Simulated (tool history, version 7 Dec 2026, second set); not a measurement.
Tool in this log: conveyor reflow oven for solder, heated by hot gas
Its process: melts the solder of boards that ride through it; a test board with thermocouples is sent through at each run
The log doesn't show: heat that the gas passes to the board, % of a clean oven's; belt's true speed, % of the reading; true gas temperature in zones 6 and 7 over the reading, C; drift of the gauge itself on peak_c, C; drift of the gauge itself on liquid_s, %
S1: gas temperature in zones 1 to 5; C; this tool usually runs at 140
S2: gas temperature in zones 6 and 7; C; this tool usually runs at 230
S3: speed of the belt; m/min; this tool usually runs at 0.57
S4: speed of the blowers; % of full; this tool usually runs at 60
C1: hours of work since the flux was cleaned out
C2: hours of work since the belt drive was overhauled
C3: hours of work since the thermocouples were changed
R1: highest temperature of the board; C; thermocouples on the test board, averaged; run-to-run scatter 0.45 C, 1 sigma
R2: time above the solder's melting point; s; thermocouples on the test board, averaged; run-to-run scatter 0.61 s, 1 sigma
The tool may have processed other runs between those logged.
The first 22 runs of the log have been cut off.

run,day,S1,S2,S3,S4,C1,C2,C3,R1,R2
# day 14.321: flux residue cleaned out of gas plates and filters
23,14.7,153,231,0.525,54,7,480,270,213.6,73.1
24,15.4,153,231,0.525,54,19,493,283,214.9,71.9
25,16.121,153,231,0.525,54,32,506,296,214.8,72.8
26,16.929,153,231,0.525,54,47,520,310,215.2,72.4
27,17.517,153,231,0.525,54,58,531,321,214.7,73.2
28,18.192,148,231,0.666,52,70,543,333,204.1,41.7
29,18.754,148,235,0.666,55,80,553,343,210.2,48.4
30,19.525,136,245,0.608,51,94,567,357,214.1,55.3

Predict each of these 5 candidate next runs independently; none follows another, all start after run 30:
A,20.229,136,230,0.57,57,106,580,370,?,?
B,20.229,139,236,0.583,51,106,580,370,?,?
C,20.229,138,224,0.57,76,106,580,370,?,?
D,20.229,148,245,0.608,85,106,580,370,?,?
E,20.229,126,245,0.608,51,106,580,370,?,?

run,R1,R2
A,209.1,53.3
B,211.1,53.8
C,210.8,58.8
D,230.7,72.6
E,212.2,49
Had the tool no hidden state, the same runs would have come out as:
run,R1,R2
A,209,53.1
B,211,53.6
C,210.7,58.7
D,230.6,72.4
E,212.1,48.8
